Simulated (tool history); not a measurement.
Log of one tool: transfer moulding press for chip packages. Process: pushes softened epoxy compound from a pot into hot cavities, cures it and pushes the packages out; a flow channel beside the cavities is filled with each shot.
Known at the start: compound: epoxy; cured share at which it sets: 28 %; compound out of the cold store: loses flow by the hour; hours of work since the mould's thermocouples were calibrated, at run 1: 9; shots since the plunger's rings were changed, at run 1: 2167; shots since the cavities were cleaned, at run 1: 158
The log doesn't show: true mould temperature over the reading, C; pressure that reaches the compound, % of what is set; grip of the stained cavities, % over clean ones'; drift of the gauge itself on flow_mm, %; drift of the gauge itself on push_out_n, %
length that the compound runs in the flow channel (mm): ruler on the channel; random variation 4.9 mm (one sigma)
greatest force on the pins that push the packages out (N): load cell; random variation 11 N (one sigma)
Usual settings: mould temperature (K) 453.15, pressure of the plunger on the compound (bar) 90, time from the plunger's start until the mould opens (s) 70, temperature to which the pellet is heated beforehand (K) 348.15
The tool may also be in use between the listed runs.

| run | hour | mould temperature (K) | pressure of the plunger on the compound (bar) | time from the plunger's start until the mould opens (s) | temperature to which the pellet is heated beforehand (K) | hours of work since the mould's thermocouples were calibrated | shots since the plunger's rings were changed | shots since the cavities were cleaned | incoming compound's hours out of the cold store | length that the compound runs in the flow channel (mm) | greatest force on the pins that push the packages out (N) |
|---|---|---|---|---|---|---|---|---|---|---|---|
| 1 | 0 | 453.15 | 90 | 70 | 348.15 | 9 | 2167 | 158 | 27.4 | 821 | 673 |
| 2 | 7.5 | 453.15 | 90 | 57 | 348.15 | 13 | 2260 | 251 | 21.6 | 841 | 1271 |
| 3 | 12.6 | 453.15 | 90 | 57 | 348.15 | 16 | 2323 | 314 | 30.4 | 824 | 1319 |
| 4 | 17.4 | 453.15 | 90 | 57 | 348.15 | 18 | 2383 | 374 | 43.1 | 780 | 1335 |
| 5 | 26.4 | 453.15 | 88 | 57 | 348.15 | 23 | 2495 | 486 | 14.4 | 855 | 1546 |
| 6 | 33.5 | 453.15 | 88 | 58 | 348.15 | 27 | 2583 | 574 | 38 | 781 | 1515 |
|  | 37.8 | cavities cleaned with cleaning compound and waxed |
| 7 | 39.7 | 453.15 | 88 | 58 | 348.15 | 30 | 2641 | 24 | 40.8 | 766 | 1640 |
| 8 | 45.7 | 453.15 | 90 | 70 | 348.15 | 33 | 2716 | 99 | 40.9 | 782 | 1068 |
| 9 | 52.9 | 453.15 | 90 | 70 | 348.15 | 37 | 2805 | 188 | 9.1 | 877 | 1165 |
|  | 61.5 | cavities cleaned with cleaning compound and waxed, once more |
| 10 | 63.2 | 453.15 | 90 | 70 | 348.15 | 42 | 2914 | 21 | 46.2 | 760 | 518 |
| 11 | 72.2 | 453.15 | 81 | 70 | 348.15 | 47 | 3025 | 132 | 42.9 | 732 | 627 |
| 12 | 76.8 | 453.15 | 90 | 70 | 348.15 | 50 | 3082 | 189 | 11.8 | 861 | 702 |
| 13 | 83.3 | 453.15 | 90 | 70 | 348.15 | 54 | 3164 | 271 | 36.6 | 795 | 765 |
| 14 | 89.3 | 453.15 | 84.7 | 70 | 348.15 | 57 | 3238 | 345 | 16.3 | 830 | 843 |
| 15 | 97.1 | 453.15 | 84.7 | 70 | 348.15 | 61 | 3334 | 441 | 23.6 | 800 | 865 |
| 16 | 102.7 | 453.15 | 84.7 | 70 | 348.15 | 65 | 3404 | 511 | 11.9 | 833 | 899 |
| 17 | 107.8 | 453.15 | 77.4 | 83 | 348.15 | 67 | 3467 | 574 | 28.8 | 749 | 711 |
|  | 112.7 | cavities cleaned with cleaning compound and waxed |
| 18 | 118.2 | 453.15 | 109.4 | 83 | 358.15 | 72 | 3578 | 68 | 38.4 | 857 | 470 |
| 19 | 126.6 | 453.15 | 90 | 103 | 345.15 | 77 | 3682 | 172 | 31 | 799 | 475 |
| 20 | 134.8 | 452.15 | 87.8 | 53 | 345.15 | 82 | 3784 | 274 | 41.6 | 770 | 1608 |
| 21 | 140.2 | 455.15 | 77 | 104 | 346.15 | 85 | 3851 | 341 | 24.6 | 748 | 562 |
| 22 | 145.7 | 455.15 | 77 | 104 | 346.15 | 88 | 3919 | 409 | 39.9 | 714 | 609 |
| 23 | 149.8 | 455.15 | 77 | 104 | 346.15 | 90 | 3970 | 460 | 26.6 | 747 | 615 |
| 24 | 158.3 | 455.15 | 77 | 104 | 346.15 | 95 | 4076 | 566 | 42.2 | 698 | 654 |
|  | 163.3 | cavities cleaned with cleaning compound and waxed |
| 25 | 163.8 | 446.15 | 77.6 | 72 | 348.15 | 97 | 4125 | 7 | 11.8 | 820 | 880 |
| 26 | 172.2 | 455.15 | 70.4 | 60 | 348.15 | 102 | 4229 | 111 | 45.9 | 664 | 787 |
| 27 | 177.5 | 455.15 | 70.4 | 60 | 348.15 | 105 | 4295 | 177 | 26.9 | 719 | 894 |
| 28 | 186.5 | 455.15 | 70.4 | 60 | 348.15 | 110 | 4407 | 289 | 34 | 694 | 988 |
| 29 | 190.2 | 455.15 | 70.4 | 60 | 348.15 | 112 | 4453 | 335 | 42.1 | 671 | 1016 |

Forecast each of these 3 alternatives for the next run:
| A | 195.3 | 453.15 | 90 | 106 | 348.15 | 115 | 4516 | 398 | 32.6 | ? | ? |
| B | 195.3 | 455.15 | 70.4 | 60 | 343.15 | 115 | 4516 | 398 | 13.7 | ? | ? |
| C | 195.3 | 453.15 | 90 | 70 | 357.15 | 115 | 4516 | 398 | 17.1 | ? | ? |

| run | length that the compound runs in the flow channel (mm) | greatest force on the pins that push the packages out (N) |
|---|---|---|
| A | 791 | 588 |
| B | 743 | 1167 |
| C | 829 | 804 |
Without the tool's hidden state the same runs would have given:
| run | length that the compound runs in the flow channel (mm) | greatest force on the pins that push the packages out (N) |
|---|---|---|
| A | 832 | 368 |
| B | 783 | 716 |
| C | 873 | 494 |
